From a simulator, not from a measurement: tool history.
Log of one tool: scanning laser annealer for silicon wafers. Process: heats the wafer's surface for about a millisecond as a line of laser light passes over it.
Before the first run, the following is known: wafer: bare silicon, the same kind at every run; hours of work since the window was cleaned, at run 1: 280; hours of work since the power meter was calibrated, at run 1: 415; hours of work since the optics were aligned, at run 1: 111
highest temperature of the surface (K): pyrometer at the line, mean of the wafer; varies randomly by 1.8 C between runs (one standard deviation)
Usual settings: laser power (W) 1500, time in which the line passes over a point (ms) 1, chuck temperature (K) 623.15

| run | day | laser power (W) | time in which the line passes over a point (ms) | chuck temperature (K) | hours of work since the window was cleaned | hours of work since the power meter was calibrated | hours of work since the optics were aligned | highest temperature of the surface (K) |
|---|---|---|---|---|---|---|---|---|
| 1 | 0 | 1500 | 1 | 623.15 | 280 | 415 | 111 | 1336.15 |
| 2 | 0.942 | 1500 | 1 | 623.15 | 295 | 430 | 126 | 1333.15 |
| 3 | 1.554 | 1500 | 1 | 623.15 | 304 | 440 | 136 | 1334.15 |
| 4 | 2.362 | 1500 | 1 | 623.15 | 317 | 453 | 149 | 1336.15 |
| 5 | 3.388 | 1547 | 1 | 623.15 | 334 | 469 | 165 | 1355.15 |
| 6 | 3.933 | 1547 | 1 | 623.15 | 342 | 478 | 174 | 1360.15 |
| 7 | 5.012 | 1353 | 1.04 | 611.15 | 360 | 495 | 191 | 1256.15 |
| 8 | 5.933 | 1634 | 0.94 | 634.15 | 374 | 510 | 206 | 1394.15 |
| 9 | 6.662 | 1634 | 0.73 | 634.15 | 386 | 522 | 218 | 1317.15 |
| 10 | 7.212 | 1544 | 0.76 | 623.15 | 395 | 531 | 226 | 1274.15 |

What if the next run were any one of these 4? Each begins from the tool's condition after run 10:
| A | 8.417 | 1524 | 1.06 | 631.15 | 414 | 550 | 246 | ? |
| B | 8.417 | 1642 | 1 | 613.15 | 414 | 550 | 246 | ? |
| C | 8.417 | 1544 | 0.76 | 606.15 | 414 | 550 | 246 | ? |
| D | 8.417 | 1523 | 0.86 | 595.15 | 414 | 550 | 246 | ? |

| run | highest temperature of the surface (K) |
|---|---|
| A | 1376.15 |
| B | 1397.15 |
| C | 1256.15 |
| D | 1271.15 |
Had the tool no hidden state, the same runs would have come out as:
| run | highest temperature of the surface (K) |
|---|---|
| A | 1376.15 |
| B | 1398.15 |
| C | 1257.15 |
| D | 1272.15 |
